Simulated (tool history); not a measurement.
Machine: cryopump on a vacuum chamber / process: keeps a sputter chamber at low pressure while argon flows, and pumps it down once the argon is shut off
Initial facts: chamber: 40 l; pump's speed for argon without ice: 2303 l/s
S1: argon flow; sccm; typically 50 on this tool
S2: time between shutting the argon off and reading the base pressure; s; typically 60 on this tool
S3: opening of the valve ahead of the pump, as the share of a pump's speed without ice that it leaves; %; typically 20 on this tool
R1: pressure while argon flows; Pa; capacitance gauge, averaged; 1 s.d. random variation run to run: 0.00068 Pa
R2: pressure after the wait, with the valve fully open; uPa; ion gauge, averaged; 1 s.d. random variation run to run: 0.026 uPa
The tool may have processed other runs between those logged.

{"run": 1, "hour": 0.0, "S1": 50, "S2": 60, "S3": 20, "R1": 0.1853, "R2": 2.24}
{"run": 2, "hour": 12.6, "S1": 50, "S2": 35, "S3": 20, "R1": 0.1866, "R2": 2.91}
{"run": 3, "hour": 19.5, "S1": 50, "S2": 35, "S3": 20, "R1": 0.1853, "R2": 2.97}
{"run": 4, "hour": 28.4, "S1": 50, "S2": 49, "S3": 20, "R1": 0.1837, "R2": 2.44}
{"run": 5, "hour": 43.1, "S1": 50, "S2": 60, "S3": 20, "R1": 0.185, "R2": 2.22}
{"run": 6, "hour": 54.9, "S1": 50, "S2": 60, "S3": 20, "R1": 0.1837, "R2": 2.28}
{"run": 7, "hour": 63.0, "S1": 50, "S2": 102, "S3": 20, "R1": 0.1846, "R2": 1.82}
{"run": 8, "hour": 79.1, "S1": 50, "S2": 102, "S3": 20, "R1": 0.1853, "R2": 1.83}
{"run": 9, "hour": 87.3, "S1": 50, "S2": 102, "S3": 20, "R1": 0.1854, "R2": 1.82}
{"run": 10, "hour": 100.7, "S1": 50, "S2": 102, "S3": 20, "R1": 0.1861, "R2": 1.88}
{"run": 11, "hour": 112.3, "S1": 50, "S2": 102, "S3": 20, "R1": 0.1857, "R2": 1.92}
{"run": 12, "hour": 125.7, "S1": 50, "S2": 102, "S3": 52, "R1": 0.0728, "R2": 1.85}
{"run": 13, "hour": 140.0, "S1": 50, "S2": 210, "S3": 52, "R1": 0.0722, "R2": 1.55}
{"run": 14, "hour": 149.7, "S1": 50, "S2": 210, "S3": 20, "R1": 0.1859, "R2": 1.58}
{"run": 15, "hour": 163.6, "S1": 50, "S2": 210, "S3": 20, "R1": 0.1866, "R2": 1.57}
{"run": 16, "hour": 176.6, "S1": 50, "S2": 210, "S3": 20, "R1": 0.1858, "R2": 1.58}
{"run": 17, "hour": 183.6, "S1": 50, "S2": 60, "S3": 31, "R1": 0.1207, "R2": 2.28}
{"run": 18, "hour": 197.0, "S1": 50, "S2": 60, "S3": 31, "R1": 0.121, "R2": 2.32}
{"run": 19, "hour": 206.2, "S1": 50, "S2": 60, "S3": 33, "R1": 0.1137, "R2": 2.37}
{"run": 20, "hour": 214.4, "S1": 50, "S2": 27, "S3": 16, "R1": 0.2313, "R2": 3.63}
{"run": 21, "hour": 226.9, "S1": 62, "S2": 21, "S3": 15, "R1": 0.3074, "R2": 4.25}
{"run": 22, "hour": 241.4, "S1": 62, "S2": 237, "S3": 31, "R1": 0.1502, "R2": 1.58}
{"run": 23, "hour": 250.3, "S1": 50, "S2": 48, "S3": 33, "R1": 0.1134, "R2": 2.58}
{"run": 24, "hour": 259.0, "S1": 28, "S2": 38, "S3": 58, "R1": 0.0373, "R2": 2.87}
{"run": 25, "hour": 272.5, "S1": 97, "S2": 74, "S3": 17, "R1": 0.4244, "R2": 2.18}
{"run": 26, "hour": 285.5, "S1": 50, "S2": 87, "S3": 17, "R1": 0.2182, "R2": 1.99}
{"run": 27, "hour": 295.4, "S1": 28, "S2": 22, "S3": 36, "R1": 0.0585, "R2": 4.16}
{"run": 28, "hour": 308.9, "S1": 92, "S2": 22, "S3": 17, "R1": 0.4025, "R2": 4.16}
{"run": 29, "hour": 324.5, "S1": 21, "S2": 22, "S3": 20, "R1": 0.0786, "R2": 4.09}
{"run": 30, "hour": 334.0, "S1": 58, "S2": 31, "S3": 33, "R1": 0.1323, "R2": 3.22}
{"run": 31, "hour": 345.1, "S1": 38, "S2": 27, "S3": 20, "R1": 0.1408, "R2": 3.51}
{"run": 32, "hour": 353.0, "S1": 38, "S2": 27, "S3": 46, "R1": 0.0629, "R2": 3.5}
{"run": 33, "hour": 361.4, "S1": 25, "S2": 25, "S3": 20, "R1": 0.093, "R2": 3.68}
{"run": 34, "hour": 370.9, "S1": 65, "S2": 210, "S3": 20, "R1": 0.242, "R2": 1.67}
{"run": 35, "hour": 377.6, "S1": 21, "S2": 153, "S3": 17, "R1": 0.0926, "R2": 1.68}

Alternative continuations, all from the tool just after run 35; predict every row:
{"run": "A", "hour": 392.0, "S1": 50, "S2": 219, "S3": 20, "R1": "?", "R2": "?"}
{"run": "B", "hour": 392.0, "S1": 52, "S2": 153, "S3": 29, "R1": "?", "R2": "?"}
{"run": "C", "hour": 392.0, "S1": 30, "S2": 60, "S3": 28, "R1": "?", "R2": "?"}

run=A R1=0.1865 R2=1.66
run=B R1=0.1339 R2=1.79
run=C R1=0.0801 R2=2.40
What these runs would have given with no unlogged condition in the tool:
run=A R1=0.1833 R2=0.43
run=B R1=0.1306 R2=0.53
run=C R1=0.0782 R2=1.14
